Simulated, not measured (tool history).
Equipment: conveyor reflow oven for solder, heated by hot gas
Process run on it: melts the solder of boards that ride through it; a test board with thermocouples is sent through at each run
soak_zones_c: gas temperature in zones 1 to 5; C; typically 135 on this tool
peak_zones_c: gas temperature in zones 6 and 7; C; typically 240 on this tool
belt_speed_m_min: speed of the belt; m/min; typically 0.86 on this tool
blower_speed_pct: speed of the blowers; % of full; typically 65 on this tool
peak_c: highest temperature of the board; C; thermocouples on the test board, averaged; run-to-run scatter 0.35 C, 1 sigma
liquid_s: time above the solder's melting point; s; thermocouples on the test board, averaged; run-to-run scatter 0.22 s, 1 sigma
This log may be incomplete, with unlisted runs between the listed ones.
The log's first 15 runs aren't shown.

| run | hour | soak_zones_c | peak_zones_c | belt_speed_m_min | blower_speed_pct | hours of work since the flux was cleaned out | hours of work since the belt drive was overhauled | hours of work since the thermocouples were changed | peak_c | liquid_s |
|---|---|---|---|---|---|---|---|---|---|---|
| 16 | 927.8 | 135 | 240 | 0.975 | 79 | 33 | 381 | 1202 | 218 | 36.7 |
| 17 | 992 | 135 | 240 | 0.975 | 79 | 77 | 425 | 1246 | 217.5 | 36.5 |
| 18 | 1050.8 | 128 | 240 | 0.775 | 70 | 117 | 465 | 1286 | 221.7 | 47.2 |
| 19 | 1091.9 | 128 | 240 | 0.775 | 70 | 146 | 494 | 1315 | 221.8 | 47.2 |
| 20 | 1142.8 | 143 | 254 | 0.737 | 59 | 181 | 529 | 1350 | 234.7 | 60.5 |
|  | 1195.8 | thermocouples of zones 6 and 7 changed |
| 21 | 1201 | 135 | 240 | 0.86 | 86 | 219 | 567 | 4 | 224.9 | 46 |
| 22 | 1250.6 | 143 | 244 | 0.998 | 83 | 254 | 602 | 38 | 223.6 | 40 |
| 23 | 1316.8 | 143 | 232 | 0.693 | 77 | 299 | 647 | 83 | 221.7 | 58.8 |
| 24 | 1395.4 | 143 | 232 | 0.693 | 77 | 353 | 701 | 137 | 221.6 | 58.8 |
| 25 | 1432.4 | 122 | 232 | 1.002 | 64 | 379 | 727 | 163 | 201.9 | 22.1 |
| 26 | 1488.7 | 135 | 236 | 0.808 | 67 | 417 | 765 | 201 | 218.1 | 44.5 |
| 27 | 1540 | 135 | 235 | 0.808 | 67 | 453 | 801 | 237 | 216.6 | 43.9 |
| 28 | 1586.3 | 135 | 235 | 0.808 | 67 | 485 | 833 | 269 | 216.7 | 44.5 |
|  | 1597.6 | flux residue cleaned out of gas plates and filters |
| 29 | 1642.7 | 135 | 235 | 0.808 | 67 | 31 | 868 | 304 | 218 | 45.8 |
| 30 | 1692.5 | 135 | 254 | 0.981 | 65 | 65 | 902 | 338 | 226 | 40.6 |

Here are 3 independent what-if runs from the current tool condition. What would each one return?
| A | 1755.3 | 135 | 254 | 0.811 | 51 | 108 | 945 | 381 | ? | ? |
| B | 1755.3 | 135 | 231 | 0.981 | 79 | 108 | 945 | 381 | ? | ? |
| C | 1755.3 | 132 | 232 | 0.86 | 85 | 108 | 945 | 381 | ? | ? |

| run | peak_c | liquid_s |
|---|---|---|
| A | 228.4 | 50.1 |
| B | 211.5 | 33.4 |
| C | 217.8 | 41.8 |
Without the tool's hidden state the same runs would have given:
| run | peak_c | liquid_s |
|---|---|---|
| A | 228.1 | 48.6 |
| B | 211.7 | 32.6 |
| C | 218 | 40.8 |

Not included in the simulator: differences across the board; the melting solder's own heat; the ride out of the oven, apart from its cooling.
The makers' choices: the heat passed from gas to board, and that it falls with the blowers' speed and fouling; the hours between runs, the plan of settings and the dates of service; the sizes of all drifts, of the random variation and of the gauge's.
